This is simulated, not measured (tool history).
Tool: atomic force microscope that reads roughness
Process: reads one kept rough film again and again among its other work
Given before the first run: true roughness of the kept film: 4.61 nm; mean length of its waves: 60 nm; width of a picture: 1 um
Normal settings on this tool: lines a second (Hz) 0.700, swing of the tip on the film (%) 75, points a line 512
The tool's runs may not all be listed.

| run | hour | lines a second (Hz) | swing of the tip on the film (%) | points a line | roughness of the kept film (nm (root mean square)) |
|---|---|---|---|---|---|
| 1 | 0.0 | 0.700 | 75 | 512 | 4.251 |
| 2 | 36.8 | 0.700 | 75 | 778 | 4.241 |
| 3 | 67.7 | 0.700 | 70 | 512 | 4.309 |
| 4 | 105.9 | 0.700 | 75 | 512 | 4.234 |
| 5 | 141.5 | 0.700 | 75 | 512 | 4.249 |
| 6 | 160.1 | 0.700 | 75 | 512 | 4.205 |
| 7 | 180.5 | 0.700 | 75 | 512 | 4.258 |
|  | 189.4 | new tip fitted |
| 8 | 216.0 | 0.700 | 75 | 512 | 4.221 |
| 9 | 256.1 | 0.572 | 75 | 512 | 4.286 |
| 10 | 287.5 | 0.572 | 75 | 512 | 4.255 |
| 11 | 316.2 | 0.572 | 75 | 512 | 4.273 |
| 12 | 345.8 | 0.700 | 75 | 512 | 4.249 |
| 13 | 374.9 | 0.700 | 75 | 512 | 4.252 |
|  | 377.3 | new tip fitted |
| 14 | 402.5 | 1.873 | 75 | 512 | 3.951 |
| 15 | 428.6 | 1.020 | 75 | 512 | 4.173 |
| 16 | 449.2 | 1.020 | 75 | 512 | 4.130 |
| 17 | 469.8 | 1.020 | 75 | 754 | 4.170 |
| 18 | 507.4 | 0.700 | 75 | 440 | 4.228 |
| 19 | 544.3 | 0.700 | 75 | 440 | 4.277 |
| 20 | 562.0 | 0.700 | 75 | 440 | 4.250 |
|  | 565.0 | new tip fitted |
| 21 | 588.6 | 0.700 | 75 | 440 | 4.250 |
| 22 | 607.9 | 0.700 | 75 | 440 | 4.250 |
| 23 | 643.3 | 0.700 | 75 | 622 | 4.273 |
| 24 | 671.4 | 0.700 | 75 | 512 | 4.227 |
| 25 | 688.6 | 2.302 | 76 | 512 | 3.829 |
| 26 | 730.9 | 2.306 | 58 | 512 | 4.236 |
|  | 754.6 | new tip fitted |
| 27 | 755.0 | 2.306 | 58 | 512 | 4.190 |
| 28 | 773.3 | 0.700 | 75 | 478 | 4.234 |
| 29 | 797.7 | 0.700 | 75 | 478 | 4.234 |
| 30 | 837.2 | 3.941 | 61 | 379 | 3.991 |
| 31 | 858.0 | 0.504 | 75 | 441 | 4.283 |
| 32 | 897.8 | 1.787 | 80 | 314 | 3.843 |
| 33 | 924.4 | 2.822 | 71 | 314 | 3.886 |
|  | 943.4 | new tip fitted |
| 34 | 955.6 | 2.822 | 71 | 314 | 3.860 |
| 35 | 996.3 | 1.870 | 71 | 314 | 4.064 |
| 36 | 1017.5 | 1.870 | 71 | 314 | 4.040 |
| 37 | 1050.1 | 2.647 | 82 | 354 | 3.554 |
| 38 | 1078.9 | 2.647 | 82 | 354 | 3.560 |
| 39 | 1117.6 | 0.981 | 78 | 512 | 4.146 |
|  | 1132.4 | new tip fitted |
| 40 | 1137.9 | 0.981 | 78 | 512 | 4.125 |
| 41 | 1159.9 | 0.981 | 60 | 512 | 4.328 |
| 42 | 1200.1 | 3.387 | 61 | 288 | 4.059 |
| 43 | 1239.3 | 3.541 | 62 | 291 | 4.039 |
| 44 | 1277.0 | 2.207 | 81 | 512 | 3.717 |
| 45 | 1310.1 | 2.207 | 69 | 512 | 4.057 |
|  | 1321.9 | new tip fitted |
| 46 | 1352.7 | 2.207 | 69 | 512 | 4.029 |
| 47 | 1377.1 | 2.207 | 69 | 512 | 4.028 |
| 48 | 1401.1 | 2.207 | 62 | 512 | 4.155 |

Each row is a separate what-if for the run after 48, all from the same tool condition, not one after another. Results?
| A | 1424.2 | 3.146 | 62 | 512 | ? |
| B | 1424.2 | 0.893 | 75 | 596 | ? |
| C | 1424.2 | 3.056 | 81 | 487 | ? |
| D | 1424.2 | 2.513 | 62 | 271 | ? |
| E | 1424.2 | 1.604 | 84 | 512 | ? |

| run | roughness of the kept film (nm (root mean square)) |
|---|---|
| A | 4.051 |
| B | 4.187 |
| C | 3.503 |
| D | 4.088 |
| E | 3.829 |
Without the tool's unlogged condition, the same runs would have read:
| run | roughness of the kept film (nm (root mean square)) |
|---|---|
| A | 4.056 |
| B | 4.192 |
| C | 3.507 |
| D | 4.093 |
| E | 3.834 |
